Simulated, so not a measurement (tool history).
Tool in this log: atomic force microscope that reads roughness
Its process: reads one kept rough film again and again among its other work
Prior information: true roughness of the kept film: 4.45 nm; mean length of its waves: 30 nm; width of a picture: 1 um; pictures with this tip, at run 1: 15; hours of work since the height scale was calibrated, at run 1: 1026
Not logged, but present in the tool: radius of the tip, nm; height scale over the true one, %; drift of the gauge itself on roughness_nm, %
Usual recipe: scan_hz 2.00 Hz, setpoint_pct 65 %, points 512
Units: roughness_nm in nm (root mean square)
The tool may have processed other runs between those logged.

run,hour,scan_hz,setpoint_pct,points,pictures with this tip,hours of work since the height scale was calibrated,roughness_nm
1,0.0,2.00,65,512,15,1026,3.308
# hour 43.2: new tip fitted
2,53.6,2.00,65,512,19,1055,3.193
# hour 95.0: new tip fitted
3,123.4,2.00,65,512,51,1094,2.805
# hour 150.6: new tip fitted
4,187.8,2.00,65,512,67,1129,2.617
# hour 201.8: new tip fitted
5,231.9,2.00,65,271,54,1153,2.762
# hour 253.9: new tip fitted
# hour 305.2: new tip fitted
6,305.2,2.00,65,271,0,1193,3.489
7,349.9,2.00,65,271,81,1217,2.507
# hour 356.1: new tip fitted
# hour 409.8: new tip fitted
8,409.8,2.00,65,271,0,1250,3.543
# hour 461.9: new tip fitted
9,472.8,2.00,65,271,19,1284,3.207
# hour 514.0: new tip fitted
10,514.0,2.00,65,343,0,1307,3.585
11,551.0,0.62,71,845,67,1327,2.864
# hour 566.2: new tip fitted
12,607.2,0.80,65,434,74,1358,2.645
# hour 620.2: new tip fitted
13,649.0,2.98,74,608,52,1381,2.625
# hour 673.5: new tip fitted
14,683.7,2.98,57,524,19,1400,3.282
15,720.9,1.84,57,262,86,1420,2.505
# hour 726.0: new tip fitted
16,770.9,2.69,57,424,81,1447,2.466

Consider 3 possible next runs. They are alternatives, not a sequence: every one starts from the tool as it was left by run 16. What does each give?
# hour 777.7: new tip fitted
A,819.5,0.92,61,429,76,1474,?
# hour 777.7: new tip fitted
B,819.5,0.78,74,424,76,1474,?
# hour 777.7: new tip fitted
C,819.5,2.69,69,297,76,1474,?

run,roughness_nm
A,2.711
B,2.663
C,2.505
Without the tool's unlogged condition, the same runs would have read:
run,roughness_nm
A,3.649
B,3.582
C,3.370
